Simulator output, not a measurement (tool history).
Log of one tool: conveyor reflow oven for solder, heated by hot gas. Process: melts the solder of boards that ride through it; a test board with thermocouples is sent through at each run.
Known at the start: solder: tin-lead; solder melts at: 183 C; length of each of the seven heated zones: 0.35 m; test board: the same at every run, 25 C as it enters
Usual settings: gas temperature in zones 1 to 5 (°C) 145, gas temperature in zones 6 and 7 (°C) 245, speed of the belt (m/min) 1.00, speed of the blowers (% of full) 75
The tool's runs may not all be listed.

run,day,gas temperature in zones 1 to 5 (°C),gas temperature in zones 6 and 7 (°C),speed of the belt (m/min),speed of the blowers (% of full),highest temperature of the board (°C),time above the solder's melting point (s)
1,0.000,145,245,1.00,75,224.8,35.54
2,1.033,145,245,1.00,75,224.5,35.42
3,1.842,145,245,1.00,75,224.6,35.54
4,2.796,145,257,1.00,75,234.5,38.90
5,3.867,145,257,0.96,75,236.0,40.83
6,4.858,145,257,0.96,75,235.6,40.83
7,6.012,131,245,1.00,75,221.1,31.42
8,6.971,145,259,1.00,75,235.5,39.20
9,7.971,145,259,1.00,75,235.3,39.04
# day 8.600: flux residue cleaned out of gas plates and filters
10,8.850,145,259,1.00,75,233.7,38.62
11,9.950,145,259,1.00,75,233.7,38.64
# day 10.879: flux residue cleaned out of gas plates and filters, once more
12,11.258,145,259,1.00,75,237.6,39.78
13,12.367,145,259,1.00,75,237.3,39.64
14,12.975,145,234,1.00,75,216.3,32.56
15,13.521,145,246,1.00,75,226.3,36.32
16,14.712,145,246,1.00,75,226.4,36.02
17,15.958,150,240,1.13,51,209.0,24.99
18,16.921,158,240,0.95,61,221.7,39.52
19,18.275,143,245,0.84,55,224.7,42.14
20,18.954,145,251,0.86,75,235.1,45.38
21,20.129,145,251,0.86,75,235.1,45.33
22,20.704,145,251,0.86,75,235.3,45.18
23,21.596,158,245,0.94,57,224.5,41.08
24,22.796,157,245,1.07,78,225.7,36.27
25,23.454,157,245,1.07,78,225.4,36.09
26,24.442,136,248,1.18,75,217.6,25.96
27,25.388,136,248,1.18,75,217.4,25.71
# day 26.571: flux residue cleaned out of gas plates and filters
28,26.879,136,250,1.18,75,221.5,27.31
29,27.804,157,234,1.17,66,211.8,27.67
30,28.604,157,234,0.80,84,226.3,49.32

3 ways to go on from here, each from the tool as it stands after run 30. What would each give?
A,29.925,157,234,1.10,84,?,?
B,29.925,157,240,0.80,57,?,?
C,29.925,135,238,1.15,84,?,?

run,highest temperature of the board (°C),time above the solder's melting point (s)
A,218.5,33.05
B,226.3,48.97
C,215.3,25.66
Without the tool's hidden state the same runs would have given:
run,highest temperature of the board (°C),time above the solder's melting point (s)
A,217.6,32.36
B,225.1,47.98
C,214.5,25.02
